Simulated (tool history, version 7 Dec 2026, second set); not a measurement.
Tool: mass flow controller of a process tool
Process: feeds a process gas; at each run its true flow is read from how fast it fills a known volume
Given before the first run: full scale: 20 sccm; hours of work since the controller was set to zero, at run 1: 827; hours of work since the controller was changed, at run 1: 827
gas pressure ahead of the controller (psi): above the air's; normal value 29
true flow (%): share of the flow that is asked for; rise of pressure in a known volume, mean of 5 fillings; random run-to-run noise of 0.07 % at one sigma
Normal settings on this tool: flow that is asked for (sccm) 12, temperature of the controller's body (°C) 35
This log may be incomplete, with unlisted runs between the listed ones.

run    hour  flow that is asked for (sccm)  gas pressure ahead of the controller (psi)  temperature of the controller's body (°C)  hours of work since the controller was set to zero  hours of work since the controller was changed  true flow (%)
  1       0                             12                                          29                                         35                                                 827                                             827          98.47
  2    62.8                             12                                          29                                         35                                                 876                                             876          98.45
  3   132.6                             12                                        33.6                                         35                                                 932                                             932          98.77
  4     187                             12                                        33.6                                         35                                                 975                                             975          98.71
  5   238.5                             12                                        33.6                                         35                                                1015                                            1015          98.67
  6   307.4                             12                                        33.6                                         35                                                1070                                            1070          98.55
  7   360.1                             12                                        33.6                                         35                                                1111                                            1111          98.65
  8   399.1                             12                                        22.5                                         35                                                1142                                            1142          98.18
  9   465.7                             12                                        22.5                                         35                                                1195                                            1195          98.14
 10   504.2                             12                                          22                                         35                                                1225                                            1225           98.2
 11     579                             12                                          29                                         21                                                1285                                            1285          99.21
 12   629.6                             16                                          29                                         21                                                1325                                            1325          99.75
 13     678                             16                                          29                                         21                                                1363                                            1363          99.57
 14   715.5                             19                                          29                                         35                                                1392                                            1392          99.26
 15   783.6                             12                                          29                                         35                                                1446                                            1446          98.54
 16   832.3                             12                                        33.2                                         35                                                1485                                            1485          98.54
 17   882.3                             12                                        33.2                                         35                                                1524                                            1524          98.54
 18   928.1                             12                                        33.2                                         35                                                1561                                            1561          98.51
 19   991.8                             12                                        33.2                                         35                                                1611                                            1611          98.63
 20  1045.7                             12                                        33.2                                         35                                                1654                                            1654          98.64
 21  1109.2                             12                                          29                                         35                                                1704                                            1704          98.52
 22  1161.2                             12                                          29                                         35                                                1745                                            1745           98.5
 23  1232.4                             12                                          29                                         35                                                1801                                            1801          98.54
 24  1300.4                             12                                          29                                         35                                                1855                                            1855          98.46
 25  1360.3                             12                                          29                                         24                                                1902                                            1902          98.87
 26  1404.7                             11                                          29                                         25                                                1937                                            1937          98.92
 27  1452.9                             10                                        29.9                                         38                                                1976                                            1976          98.05
 28  1494.1                             11                                        23.5                                         25                                                2008                                            2008           98.6
 29  1525.8                              3                                        27.6                                         25                                                2033                                            2033          97.77
 30    1586                             12                                        33.2                                         22                                                2081                                            2081          99.27
 31  1621.2                             12                                        33.2                                         22                                                2109                                            2109          99.33
 32  1657.8                             12                                        33.2                                         22                                                2138                                            2138          99.35
 33  1694.1                             12                                        21.9                                         26                                                2166                                            2166          98.71
 34  1724.6                             12                                        24.7                                         28                                                2190                                            2190           98.7
 35  1765.1                             12                                        27.3                                         35                                                2223                                            2223          98.33
 36  1838.3                             12                                        27.3                                         35                                                2280                                            2280          98.54
 37  1908.6                              5                                          37                                         25                                                2336                                            2336          98.45
 38  1979.1                              5                                          38                                         25                                                2392                                            2392          98.37
 39    2018                              8                                        21.8                                         30                                                2423                                            2423          97.96
 40  2081.2                              8                                        21.8                                         30                                                2472                                            2472          98.03
 41  2136.9                             11                                        29.9                                         26                                                2516                                            2516          98.95
 42  2209.3                             11                                        29.9                                         26                                                2574                                            2574          98.76
 43  2280.3                             11                                        29.9                                         26                                                2630                                            2630           98.8
 44  2333.2                             17                                          21                                         21                                                2672                                            2672          99.53
 45  2404.8                              6                                          21                                         21                                                2728                                            2728          98.16
 46  2475.7                             12                                          21                                         40                                                2784                                            2784          97.85
 47  2541.2                              6                                        20.3                                         26                                                2836                                            2836          97.97
 48  2599.8                              2                                          29                                         35                                                2883                                            2883          97.21
 49  2670.5                              2                                          29                                         35                                                2939                                            2939          97.14

3 ways to go on from here, each from the tool as it stands after run 49. What would each give?
  A  2739                             14                                        25.8                                         21                                                2993                                            2993              ?
  B  2739                              6                                        33.9                                         33                                                2993                                            2993              ?
  C  2739                              2                                          29                                         39                                                2993                                            2993              ?

run  true flow (%)
  A          99.32
  B          98.06
  C           96.9
With no hidden state in the tool, these same runs would have given:
run  true flow (%)
  A          99.33
  B          98.07
  C          96.93
